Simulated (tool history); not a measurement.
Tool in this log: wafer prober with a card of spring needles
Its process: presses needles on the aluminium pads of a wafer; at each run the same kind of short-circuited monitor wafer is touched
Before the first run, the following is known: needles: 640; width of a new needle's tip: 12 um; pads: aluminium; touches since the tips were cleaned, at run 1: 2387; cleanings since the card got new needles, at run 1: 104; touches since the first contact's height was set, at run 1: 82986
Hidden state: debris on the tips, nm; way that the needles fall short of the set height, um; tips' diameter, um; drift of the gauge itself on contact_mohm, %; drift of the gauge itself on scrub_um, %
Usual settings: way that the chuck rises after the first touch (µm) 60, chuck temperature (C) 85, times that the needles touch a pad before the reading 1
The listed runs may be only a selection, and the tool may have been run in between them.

run,hour,way that the chuck rises after the first touch (µm),chuck temperature (C),times that the needles touch a pad before the reading,touches since the tips were cleaned,cleanings since the card got new needles,touches since the first contact's height was set,resistance of one needle with its contact and lead (mohm),way that a needle slides on the pad (µm)
1,0.0,60,85,1,2387,104,82986,280,8.08
# hour 3.2: tips cleaned on abrasive film
# hour 10.9: tips cleaned on abrasive film
# hour 18.6: tips cleaned on abrasive film
# hour 24.8: tips cleaned on abrasive film
# hour 32.6: tips cleaned on abrasive film
# hour 38.8: tips cleaned on abrasive film
2,40.0,66,85,1,661,110,104000,279,8.86
# hour 46.2: tips cleaned on abrasive film
# hour 52.4: tips cleaned on abrasive film
# hour 60.2: tips cleaned on abrasive film
3,65.5,66,85,1,2835,113,117418,280,8.87
# hour 67.1: tips cleaned on abrasive film
# hour 74.9: tips cleaned on abrasive film
# hour 82.6: tips cleaned on abrasive film
# hour 88.8: tips cleaned on abrasive film
# hour 95.0: tips cleaned on abrasive film
# hour 102.8: tips cleaned on abrasive film
# hour 110.5: tips cleaned on abrasive film
# hour 118.2: tips cleaned on abrasive film
4,120.8,66,85,1,1364,121,146462,281,8.84
# hour 125.5: tips cleaned on abrasive film
# hour 131.7: tips cleaned on abrasive film
# hour 137.9: tips cleaned on abrasive film
# hour 138.2: height of the first contact set anew
# hour 145.9: tips cleaned on abrasive film
# hour 152.1: tips cleaned on abrasive film
# hour 158.9: tips cleaned on abrasive film
5,158.9,66,85,1,0,127,10854,281,8.86
# hour 166.6: tips cleaned on abrasive film
# hour 172.8: tips cleaned on abrasive film
# hour 179.0: tips cleaned on abrasive film
6,184.6,60,85,1,2972,130,24408,281,8.11
# hour 186.2: tips cleaned on abrasive film
# hour 194.0: tips cleaned on abrasive film
# hour 201.7: tips cleaned on abrasive film
# hour 209.1: tips cleaned on abrasive film
7,209.1,63,48,3,0,134,37265,269,8.46
# hour 216.9: tips cleaned on abrasive film
# hour 223.1: tips cleaned on abrasive film
# hour 230.8: tips cleaned on abrasive film
# hour 238.5: tips cleaned on abrasive film
# hour 246.3: tips cleaned on abrasive film
# hour 254.0: tips cleaned on abrasive film
8,259.0,79,64,2,2674,140,63549,273,10.62
# hour 260.7: tips cleaned on abrasive film
# hour 266.9: tips cleaned on abrasive film
# hour 273.1: tips cleaned on abrasive film
# hour 280.8: tips cleaned on abrasive film
# hour 287.0: tips cleaned on abrasive film
9,288.8,60,50,1,966,145,79170,271,8.06
# hour 293.5: tips cleaned on abrasive film
# hour 299.7: tips cleaned on abrasive film
# hour 307.5: tips cleaned on abrasive film
# hour 315.2: tips cleaned on abrasive film
# hour 322.9: tips cleaned on abrasive film
# hour 329.1: tips cleaned on abrasive film
10,330.2,55,89,1,559,151,100892,285,7.43
# hour 336.4: tips cleaned on abrasive film
# hour 344.1: tips cleaned on abrasive film
# hour 351.9: tips cleaned on abrasive film
11,354.3,55,89,1,1288,154,113578,282,7.45
# hour 359.0: tips cleaned on abrasive film
# hour 366.7: tips cleaned on abrasive film
# hour 372.9: tips cleaned on abrasive film
# hour 380.7: tips cleaned on abrasive film
# hour 386.9: tips cleaned on abrasive film
# hour 394.6: tips cleaned on abrasive film
# hour 402.3: tips cleaned on abrasive film
12,407.9,55,89,1,2966,161,141781,280,7.43

Predict each of these 5 candidate next runs independently; none follows another, all start after run 12:
# hour 409.5: tips cleaned on abrasive film
# hour 417.3: tips cleaned on abrasive film
# hour 423.5: tips cleaned on abrasive film
# hour 431.2: tips cleaned on abrasive film
# hour 434.6: height of the first contact set anew
# hour 437.7: tips cleaned on abrasive film
# hour 445.5: tips cleaned on abrasive film
# hour 451.7: tips cleaned on abrasive film
# hour 459.4: tips cleaned on abrasive film
A,462.5,58,73,1,1668,169,14694,?,?
# hour 409.5: tips cleaned on abrasive film
# hour 417.3: tips cleaned on abrasive film
# hour 423.5: tips cleaned on abrasive film
# hour 431.2: tips cleaned on abrasive film
# hour 434.6: height of the first contact set anew
# hour 437.7: tips cleaned on abrasive film
# hour 445.5: tips cleaned on abrasive film
# hour 451.7: tips cleaned on abrasive film
# hour 459.4: tips cleaned on abrasive film
B,462.5,49,89,2,1668,169,14694,?,?
# hour 409.5: tips cleaned on abrasive film
# hour 417.3: tips cleaned on abrasive film
# hour 423.5: tips cleaned on abrasive film
# hour 431.2: tips cleaned on abrasive film
# hour 434.6: height of the first contact set anew
# hour 437.7: tips cleaned on abrasive film
# hour 445.5: tips cleaned on abrasive film
# hour 451.7: tips cleaned on abrasive film
# hour 459.4: tips cleaned on abrasive film
C,462.5,46,34,1,1668,169,14694,?,?
# hour 409.5: tips cleaned on abrasive film
# hour 417.3: tips cleaned on abrasive film
# hour 423.5: tips cleaned on abrasive film
# hour 431.2: tips cleaned on abrasive film
# hour 434.6: height of the first contact set anew
# hour 437.7: tips cleaned on abrasive film
# hour 445.5: tips cleaned on abrasive film
# hour 451.7: tips cleaned on abrasive film
# hour 459.4: tips cleaned on abrasive film
D,462.5,45,89,1,1668,169,14694,?,?
# hour 409.5: tips cleaned on abrasive film
# hour 417.3: tips cleaned on abrasive film
# hour 423.5: tips cleaned on abrasive film
# hour 431.2: tips cleaned on abrasive film
# hour 434.6: height of the first contact set anew
# hour 437.7: tips cleaned on abrasive film
# hour 445.5: tips cleaned on abrasive film
# hour 451.7: tips cleaned on abrasive film
# hour 459.4: tips cleaned on abrasive film
E,462.5,58,110,2,1668,169,14694,?,?

run,resistance of one needle with its contact and lead (mohm),way that a needle slides on the pad (µm)
A,280,7.86
B,283,6.60
C,267,6.23
D,281,6.11
E,291,7.85
Take away the tool's hidden state, keep each run's random variation, and the runs would have read:
run,resistance of one needle with its contact and lead (mohm),way that a needle slides on the pad (µm)
A,279,7.79
B,283,6.54
C,266,6.17
D,280,6.05
E,291,7.78

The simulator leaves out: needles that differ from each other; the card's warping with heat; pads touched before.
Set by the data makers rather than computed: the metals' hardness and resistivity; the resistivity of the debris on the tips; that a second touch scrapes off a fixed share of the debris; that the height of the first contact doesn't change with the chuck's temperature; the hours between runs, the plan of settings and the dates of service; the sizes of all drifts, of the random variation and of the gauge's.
